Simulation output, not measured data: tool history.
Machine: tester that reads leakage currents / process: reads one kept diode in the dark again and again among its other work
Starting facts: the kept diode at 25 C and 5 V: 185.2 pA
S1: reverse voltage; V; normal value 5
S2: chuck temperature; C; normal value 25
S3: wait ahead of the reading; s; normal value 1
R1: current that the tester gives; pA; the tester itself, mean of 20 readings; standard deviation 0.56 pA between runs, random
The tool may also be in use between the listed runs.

{"run": 1, "hour": 0.0, "S1": 5, "S2": 25, "S3": 1, "R1": 189.23}
{"run": 2, "hour": 32.1, "S1": 5, "S2": 25, "S3": 1, "R1": 188.29}
{"run": 3, "hour": 102.5, "S1": 5, "S2": 25, "S3": 1, "R1": 188.24}
{"run": 4, "hour": 162.9, "S1": 5, "S2": 25, "S3": 1, "R1": 188}
{"run": 5, "hour": 197.3, "S1": 5, "S2": 25, "S3": 1, "R1": 186.88}
{"run": 6, "hour": 251.1, "S1": 5, "S2": 25, "S3": 0.52, "R1": 187.8}
{"run": 7, "hour": 284.9, "S1": 5, "S2": 46, "S3": 1, "R1": 1036.35}
{"run": 8, "hour": 316.7, "S1": 5, "S2": 46, "S3": 1, "R1": 1039.31}
{"run": 9, "hour": 363.7, "S1": 5, "S2": 46, "S3": 1, "R1": 1036.48}
{"run": 10, "hour": 428.2, "S1": 7.05, "S2": 46, "S3": 1, "R1": 1188.28}
{"run": 11, "hour": 484.1, "S1": 5, "S2": 25, "S3": 1, "R1": 184.32}
{"run": 12, "hour": 546.6, "S1": 5, "S2": 25, "S3": 1, "R1": 182.6}
{"run": 13, "hour": 582.5, "S1": 5, "S2": 25, "S3": 1, "R1": 183.04}
{"run": 14, "hour": 641.2, "S1": 5, "S2": 25, "S3": 1, "R1": 181.72}
{"run": 15, "hour": 705.4, "S1": 5, "S2": 25, "S3": 1, "R1": 181.74}
{"run": 16, "hour": 753.4, "S1": 5, "S2": 25, "S3": 1, "R1": 181.89}
{"run": 17, "hour": 787.1, "S1": 5, "S2": 25, "S3": 1, "R1": 181.36}
{"run": 18, "hour": 849.3, "S1": 5.02, "S2": 24, "S3": 5.19, "R1": 165.16}
{"run": 19, "hour": 916.6, "S1": 1.95, "S2": 28, "S3": 3.16, "R1": 153.98}
{"run": 20, "hour": 977.7, "S1": 3, "S2": 27, "S3": 0.75, "R1": 169.98}
{"run": 21, "hour": 1032.2, "S1": 5, "S2": 25, "S3": 5.14, "R1": 178.31}
{"run": 22, "hour": 1079.9, "S1": 12.06, "S2": 37, "S3": 5.14, "R1": 704.46}
{"run": 23, "hour": 1119.1, "S1": 12.06, "S2": 37, "S3": 5.14, "R1": 704.6}
{"run": 24, "hour": 1184.4, "S1": 1.6, "S2": 23, "S3": 4.82, "R1": 89.89}
{"run": 25, "hour": 1239.1, "S1": 1.6, "S2": 23, "S3": 4.82, "R1": 89.64}
{"run": 26, "hour": 1277.4, "S1": 1.6, "S2": 23, "S3": 4.82, "R1": 88.47}
{"run": 27, "hour": 1306.8, "S1": 18.2, "S2": 44, "S3": 1.63, "R1": 1444.04}
{"run": 28, "hour": 1358.4, "S1": 18.2, "S2": 23, "S3": 1.56, "R1": 275.91}
{"run": 29, "hour": 1411.6, "S1": 18.2, "S2": 36, "S3": 1.56, "R1": 771.43}
{"run": 30, "hour": 1457.7, "S1": 2.78, "S2": 57, "S3": 1.27, "R1": 1739.26}
{"run": 31, "hour": 1515.9, "S1": 2.78, "S2": 57, "S3": 1.27, "R1": 1725.99}

3 ways to go on from here, each from the tool as it stands after run 31. What would each give?
{"run": "A", "hour": 1567.7, "S1": 5.67, "S2": 44, "S3": 1.49, "R1": "?"}
{"run": "B", "hour": 1567.7, "S1": 1.39, "S2": 28, "S3": 4.06, "R1": "?"}
{"run": "C", "hour": 1567.7, "S1": 2.78, "S2": 28, "S3": 1.27, "R1": "?"}

run=A R1=867.31
run=B R1=127.64
run=C R1=172.45
The same runs, with their run-to-run variation unchanged, on a tool lacking any hidden condition would have given:
run=A R1=966.11
run=B R1=142.59
run=C R1=190.23
